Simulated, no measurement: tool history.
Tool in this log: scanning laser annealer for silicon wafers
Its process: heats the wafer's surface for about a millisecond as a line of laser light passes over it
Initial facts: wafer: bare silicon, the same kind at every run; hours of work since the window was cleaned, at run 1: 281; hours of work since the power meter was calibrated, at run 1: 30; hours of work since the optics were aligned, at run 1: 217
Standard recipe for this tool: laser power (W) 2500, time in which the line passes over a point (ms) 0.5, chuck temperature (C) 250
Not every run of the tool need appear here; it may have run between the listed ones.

run,hour,laser power (W),time in which the line passes over a point (ms),chuck temperature (C),hours of work since the window was cleaned,hours of work since the power meter was calibrated,hours of work since the optics were aligned,highest temperature of the surface (C)
1,0,2500,0.5,250,281,30,217,1032
2,14.4,2500,0.5,283,289,38,226,1066
3,28.9,2500,0.5,283,297,46,234,1071
4,43.1,2500,0.5,283,305,54,242,1069
5,58.1,2500,0.5,283,313,62,250,1067
6,71.3,2500,0.5,283,320,70,257,1067
7,79.2,2500,0.5,240,325,74,262,1025
8,87.8,2500,0.5,250,330,79,266,1038
9,95.5,2500,0.5,250,334,83,271,1034
10,110.2,2500,0.5,250,342,91,279,1033
11,116.9,2500,0.5,250,346,95,283,1033
12,131.1,2500,0.5,250,354,103,291,1032
13,145.6,2500,0.5,250,362,111,299,1033
14,156.4,2500,0.5,250,368,117,305,1032
15,163.9,2500,0.5,250,372,121,309,1031
16,179,2500,0.5,250,381,130,317,1035
# hour 183.2: laser's power meter calibrated
17,194.9,2172,0.488,245,388,7,325,899
18,201.7,2705,0.488,214,392,10,328,1065
19,218.1,2299,0.569,250,401,19,338,998
20,232.6,2423,0.511,250,409,28,346,1012
21,248.1,2226,0.464,283,418,36,354,940
22,263,2500,0.5,280,426,45,363,1060

Forecast each of these 5 alternatives for the next run:
# hour 274.8: laser's power meter calibrated, once more
A,275.1,2611,0.517,281,431,0,368,?
# hour 274.8: laser's power meter calibrated, once more
B,275.1,2170,0.444,250,431,0,368,?
# hour 274.8: laser's power meter calibrated, once more
C,275.1,2209,0.5,250,431,0,368,?
# hour 274.8: laser's power meter calibrated, once more
D,275.1,2500,0.5,221,431,0,368,?
# hour 274.8: laser's power meter calibrated, once more
E,275.1,2674,0.535,250,431,0,368,?

run,highest temperature of the surface (C)
A,1119
B,874
C,922
D,998
E,1122
Without the tool's hidden state the same runs would have given:
run,highest temperature of the surface (C)
A,1141
B,891
C,940
D,1019
E,1146
